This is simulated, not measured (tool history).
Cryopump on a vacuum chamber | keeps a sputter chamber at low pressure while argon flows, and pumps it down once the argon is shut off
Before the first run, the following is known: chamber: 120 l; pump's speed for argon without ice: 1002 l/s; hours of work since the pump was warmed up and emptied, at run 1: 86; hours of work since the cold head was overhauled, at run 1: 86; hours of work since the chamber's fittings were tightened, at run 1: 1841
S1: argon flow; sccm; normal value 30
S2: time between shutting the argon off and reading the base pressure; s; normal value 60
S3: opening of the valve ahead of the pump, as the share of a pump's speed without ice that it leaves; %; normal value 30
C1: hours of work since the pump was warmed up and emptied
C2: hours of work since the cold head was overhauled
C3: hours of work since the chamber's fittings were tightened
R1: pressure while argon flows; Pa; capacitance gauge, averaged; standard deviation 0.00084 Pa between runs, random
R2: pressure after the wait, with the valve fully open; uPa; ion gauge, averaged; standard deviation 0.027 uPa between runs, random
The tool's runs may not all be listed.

run,hour,S1,S2,S3,C1,C2,C3,R1,R2
1,0.0,30,60,30,86,86,1841,0.1697,3.00
2,24.3,30,60,30,101,101,1856,0.1696,3.06
3,71.3,30,60,30,130,130,1885,0.1695,3.13
4,115.9,30,60,30,157,157,1912,0.1708,3.07
5,152.9,30,60,30,180,180,1935,0.1708,3.18
6,208.6,30,60,30,214,214,1969,0.1699,3.23
7,251.3,30,60,30,240,240,1996,0.1700,3.17
8,296.0,30,60,30,268,268,2023,0.1704,3.31
9,327.2,30,60,30,287,287,2042,0.1697,3.25
10,351.7,30,60,30,302,302,2057,0.1732,3.32
11,396.5,30,60,30,330,330,2085,0.1714,3.31
12,435.5,30,60,30,353,353,2109,0.1719,3.47
13,481.9,30,60,37,382,382,2137,0.1403,3.46
14,540.8,30,60,37,418,418,2173,0.1410,3.39
15,580.9,30,60,37,443,443,2198,0.1419,3.53
16,617.3,30,60,37,465,465,2220,0.1407,3.48
17,669.1,30,60,37,497,497,2252,0.1427,3.70
18,693.9,30,60,37,512,512,2267,0.1427,3.63
19,718.2,38,120,37,527,527,2282,0.1789,3.25
20,759.0,38,120,37,552,552,2307,0.1804,3.18
21,791.8,14,26,47,572,572,2327,0.0525,4.80
22,848.2,30,71,30,607,607,2362,0.1744,3.54
23,881.9,16,215,20,627,627,2382,0.1392,3.09
24,905.9,30,45,27,642,642,2397,0.1935,4.09
25,947.3,30,45,27,667,667,2423,0.1942,4.14
26,1000.8,30,45,27,700,700,2455,0.1952,4.17
27,1044.8,18,149,27,727,727,2482,0.1169,3.33
28,1094.5,53,90,48,758,758,2513,0.1983,3.68
29,1134.9,51,42,31,783,783,2538,0.2887,4.39
30,1166.6,27,42,31,802,802,2557,0.1515,4.46
31,1225.9,27,42,31,838,838,2593,0.1546,4.64
32,1255.2,43,168,30,856,856,2611,0.2537,3.55
33,1283.4,43,76,30,874,874,2629,0.2536,3.80
34,1332.9,24,111,15,904,904,2659,0.2764,3.86

Predict each of these 3 candidate next runs independently; none follows another, all start after run 34:
A,1380.7,20,60,30,933,933,2688,?,?
B,1380.7,24,111,35,933,933,2688,?,?
C,1380.7,56,132,37,933,933,2688,?,?

run,R1,R2
A,0.1180,4.31
B,0.1235,3.84
C,0.2734,3.76
The same runs, with their run-to-run variation unchanged, on a tool lacking any hidden condition would have given:
run,R1,R2
A,0.1120,1.22
B,0.1163,0.81
C,0.2566,0.69
